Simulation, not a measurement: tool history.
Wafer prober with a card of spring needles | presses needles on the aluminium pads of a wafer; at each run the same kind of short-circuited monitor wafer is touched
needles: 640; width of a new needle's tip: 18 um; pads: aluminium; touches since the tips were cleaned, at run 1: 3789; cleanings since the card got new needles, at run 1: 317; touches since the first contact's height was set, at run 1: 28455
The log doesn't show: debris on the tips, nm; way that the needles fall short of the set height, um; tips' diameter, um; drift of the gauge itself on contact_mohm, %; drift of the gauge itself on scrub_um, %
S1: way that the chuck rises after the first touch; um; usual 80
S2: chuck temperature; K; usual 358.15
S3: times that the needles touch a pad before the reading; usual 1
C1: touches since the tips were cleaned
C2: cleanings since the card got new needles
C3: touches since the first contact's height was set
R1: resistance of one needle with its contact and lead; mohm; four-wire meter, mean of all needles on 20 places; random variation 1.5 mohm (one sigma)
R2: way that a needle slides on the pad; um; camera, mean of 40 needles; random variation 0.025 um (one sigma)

| run | day | S1 | S2 | S3 | C1 | C2 | C3 | R1 | R2 |
|---|---|---|---|---|---|---|---|---|---|
| 1 | 0.000 | 80 | 358.15 | 1 | 3789 | 317 | 28455 | 196 | 17.33 |
|  | 0.092 | tips cleaned on abrasive film |
|  | 0.442 | tips cleaned on abrasive film |
|  | 0.792 | tips cleaned on abrasive film |
|  | 1.229 | tips cleaned on abrasive film |
|  | 1.579 | tips cleaned on abrasive film |
|  | 1.929 | tips cleaned on abrasive film |
| 2 | 2.250 | 80 | 302.15 | 1 | 3832 | 323 | 54897 | 191 | 17.25 |
|  | 2.342 | tips cleaned on abrasive film |
|  | 2.692 | tips cleaned on abrasive film |
|  | 3.042 | tips cleaned on abrasive film |
|  | 3.392 | tips cleaned on abrasive film |
|  | 3.742 | tips cleaned on abrasive film |
|  | 4.092 | tips cleaned on abrasive film |
| 3 | 4.433 | 80 | 302.15 | 1 | 4055 | 329 | 80535 | 188 | 17.23 |
|  | 4.525 | tips cleaned on abrasive film |
|  | 4.875 | tips cleaned on abrasive film |
|  | 5.312 | tips cleaned on abrasive film |
|  | 5.325 | height of the first contact set anew |
|  | 5.675 | tips cleaned on abrasive film |
|  | 6.112 | tips cleaned on abrasive film |
|  | 6.546 | tips cleaned on abrasive film |
|  | 6.896 | tips cleaned on abrasive film |
| 4 | 7.117 | 80 | 358.15 | 1 | 2626 | 336 | 21126 | 192 | 17.31 |
|  | 7.296 | tips cleaned on abrasive film |
|  | 7.646 | tips cleaned on abrasive film |
|  | 7.996 | tips cleaned on abrasive film |
|  | 8.346 | tips cleaned on abrasive film |
|  | 8.696 | tips cleaned on abrasive film |
|  | 9.133 | tips cleaned on abrasive film |
|  | 9.571 | tips cleaned on abrasive film |
| 5 | 9.792 | 80 | 330.15 | 1 | 2648 | 343 | 52552 | 189 | 17.24 |
|  | 9.971 | tips cleaned on abrasive film |
|  | 10.321 | tips cleaned on abrasive film |
|  | 10.671 | tips cleaned on abrasive film |
|  | 11.021 | tips cleaned on abrasive film |
|  | 11.371 | tips cleaned on abrasive film |
|  | 11.808 | tips cleaned on abrasive film |
|  | 12.158 | tips cleaned on abrasive film |
|  | 12.508 | tips cleaned on abrasive film |
|  | 12.858 | tips cleaned on abrasive film |
| 6 | 12.862 | 80 | 330.15 | 1 | 43 | 352 | 88567 | 147 | 17.13 |
|  | 13.046 | height of the first contact set anew |
|  | 13.225 | tips cleaned on abrasive film |
|  | 13.575 | tips cleaned on abrasive film |
|  | 14.012 | tips cleaned on abrasive film |
|  | 14.362 | tips cleaned on abrasive film |
|  | 14.712 | tips cleaned on abrasive film |
|  | 15.062 | tips cleaned on abrasive film |
|  | 15.412 | tips cleaned on abrasive film |
| 7 | 15.600 | 80 | 330.15 | 1 | 2232 | 359 | 29982 | 183 | 17.32 |
|  | 15.775 | tips cleaned on abrasive film |
|  | 16.125 | tips cleaned on abrasive film |
|  | 16.475 | tips cleaned on abrasive film |
|  | 16.829 | tips cleaned on abrasive film |
|  | 17.179 | tips cleaned on abrasive film |
| 8 | 17.338 | 80 | 330.15 | 1 | 1883 | 364 | 50364 | 179 | 17.23 |
|  | 17.600 | tips cleaned on abrasive film |
|  | 17.950 | tips cleaned on abrasive film |
|  | 18.300 | tips cleaned on abrasive film |
|  | 18.738 | tips cleaned on abrasive film |
|  | 19.175 | tips cleaned on abrasive film |
|  | 19.608 | tips cleaned on abrasive film |
|  | 19.958 | tips cleaned on abrasive film |
|  | 20.308 | tips cleaned on abrasive film |
| 9 | 20.471 | 80 | 330.15 | 1 | 1890 | 372 | 87198 | 188 | 17.19 |
|  | 20.733 | tips cleaned on abrasive film |
|  | 20.833 | height of the first contact set anew |
|  | 21.096 | tips cleaned on abrasive film |
|  | 21.446 | tips cleaned on abrasive film |
|  | 21.796 | tips cleaned on abrasive film |
|  | 22.146 | tips cleaned on abrasive film |
|  | 22.496 | tips cleaned on abrasive film |
|  | 22.933 | tips cleaned on abrasive film |
|  | 23.283 | tips cleaned on abrasive film |
| 10 | 23.375 | 80 | 301.15 | 1 | 1072 | 380 | 29850 | 169 | 17.33 |
|  | 23.638 | tips cleaned on abrasive film |
|  | 23.988 | tips cleaned on abrasive film |
|  | 24.338 | tips cleaned on abrasive film |
|  | 24.775 | tips cleaned on abrasive film |
|  | 25.125 | tips cleaned on abrasive film |
|  | 25.562 | tips cleaned on abrasive film |
| 11 | 25.812 | 80 | 321.15 | 1 | 3009 | 386 | 58550 | 195 | 17.24 |

Measured less the same run without the tool's hidden state. The same run-to-run variation is in both; the gauge's scatter may not be:
| run | R1 | R2 |
|---|---|---|
| 1 | +54 | -0.07 |
| 2 | +56 | -0.13 |
| 3 | +55 | -0.20 |
| 4 | +49 | -0.04 |
| 5 | +51 | -0.13 |
| 6 | +9 | -0.24 |
| 7 | +44 | -0.08 |
| 8 | +42 | -0.13 |
| 9 | +52 | -0.22 |
| 10 | +37 | -0.08 |
| 11 | +57 | -0.14 |

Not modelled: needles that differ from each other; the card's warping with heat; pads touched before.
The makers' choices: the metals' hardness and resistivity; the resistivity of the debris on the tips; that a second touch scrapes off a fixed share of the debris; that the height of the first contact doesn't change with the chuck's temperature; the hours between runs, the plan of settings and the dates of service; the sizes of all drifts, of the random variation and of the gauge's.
